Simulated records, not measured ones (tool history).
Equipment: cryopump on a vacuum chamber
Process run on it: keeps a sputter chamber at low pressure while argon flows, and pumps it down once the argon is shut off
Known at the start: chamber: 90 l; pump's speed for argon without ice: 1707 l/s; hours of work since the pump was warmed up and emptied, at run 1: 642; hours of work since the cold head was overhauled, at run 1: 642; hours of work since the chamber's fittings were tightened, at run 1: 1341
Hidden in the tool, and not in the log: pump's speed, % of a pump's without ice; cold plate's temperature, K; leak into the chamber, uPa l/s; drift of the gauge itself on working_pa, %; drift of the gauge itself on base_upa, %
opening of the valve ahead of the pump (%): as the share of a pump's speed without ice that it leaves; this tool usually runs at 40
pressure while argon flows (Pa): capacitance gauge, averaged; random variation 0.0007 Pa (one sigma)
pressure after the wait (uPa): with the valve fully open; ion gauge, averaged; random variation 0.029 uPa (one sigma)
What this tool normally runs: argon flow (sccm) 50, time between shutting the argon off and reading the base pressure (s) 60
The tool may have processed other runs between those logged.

| run | hour | argon flow (sccm) | time between shutting the argon off and reading the base pressure (s) | opening of the valve ahead of the pump (%) | hours of work since the pump was warmed up and emptied | hours of work since the cold head was overhauled | hours of work since the chamber's fittings were tightened | pressure while argon flows (Pa) | pressure after the wait (uPa) |
|---|---|---|---|---|---|---|---|---|---|
| 1 | 0.0 | 50 | 60 | 40 | 642 | 642 | 1341 | 0.1357 | 2.09 |
| 2 | 47.3 | 50 | 60 | 40 | 680 | 680 | 1378 | 0.1366 | 2.18 |
| 3 | 102.9 | 50 | 60 | 40 | 724 | 724 | 1423 | 0.1378 | 2.15 |
| 4 | 182.9 | 50 | 60 | 40 | 788 | 788 | 1487 | 0.1418 | 2.22 |
| 5 | 216.0 | 50 | 60 | 40 | 815 | 815 | 1513 | 0.1405 | 2.24 |
|  | 250.4 | pump warmed up, emptied and cooled again |
| 6 | 285.9 | 50 | 60 | 19 | 28 | 866 | 1565 | 0.2592 | 2.06 |
| 7 | 346.4 | 50 | 60 | 19 | 77 | 915 | 1613 | 0.2630 | 2.15 |
| 8 | 417.9 | 50 | 242 | 19 | 134 | 972 | 1670 | 0.2651 | 1.18 |
| 9 | 472.7 | 50 | 167 | 19 | 178 | 1016 | 1714 | 0.2634 | 1.35 |
| 10 | 508.4 | 50 | 167 | 19 | 206 | 1044 | 1742 | 0.2680 | 1.38 |
| 11 | 543.0 | 50 | 167 | 19 | 234 | 1072 | 1770 | 0.2671 | 1.38 |
| 12 | 581.9 | 50 | 167 | 19 | 265 | 1103 | 1801 | 0.2660 | 1.42 |
| 13 | 647.9 | 50 | 167 | 19 | 317 | 1156 | 1854 | 0.2697 | 1.50 |
| 14 | 685.6 | 26 | 142 | 24 | 347 | 1186 | 1884 | 0.1114 | 1.57 |
| 15 | 767.3 | 31 | 60 | 40 | 413 | 1251 | 1949 | 0.0821 | 2.36 |
| 16 | 812.7 | 26 | 60 | 56 | 449 | 1287 | 1985 | 0.0515 | 2.37 |
| 17 | 880.8 | 98 | 60 | 21 | 503 | 1341 | 2040 | 0.4838 | 2.42 |
| 18 | 956.1 | 98 | 60 | 21 | 563 | 1402 | 2100 | 0.4852 | 2.46 |
| 19 | 1005.6 | 50 | 199 | 16 | 603 | 1441 | 2140 | 0.3206 | 1.73 |
| 20 | 1044.7 | 50 | 199 | 16 | 634 | 1472 | 2171 | 0.3237 | 1.66 |

What differs in the tool's unlogged condition from the final listed run ahead of each entry between runs to the first listed run following it?
Runs 5 to 6: pump warmed up, emptied and cooled again (hour 250.4)
  pump's speed, % of a pump's without ice: 75.1 -> 98.2; cold plate's temperature, K: 12.43 -> 12.45; leak into the chamber, uPa l/s: 1315 -> 1347
  measured result minus the result with no hidden state, pressure while argon flows (Pa): +0.0170 -> +0.0014; pressure after the wait (uPa): +0.85 -> +0.64

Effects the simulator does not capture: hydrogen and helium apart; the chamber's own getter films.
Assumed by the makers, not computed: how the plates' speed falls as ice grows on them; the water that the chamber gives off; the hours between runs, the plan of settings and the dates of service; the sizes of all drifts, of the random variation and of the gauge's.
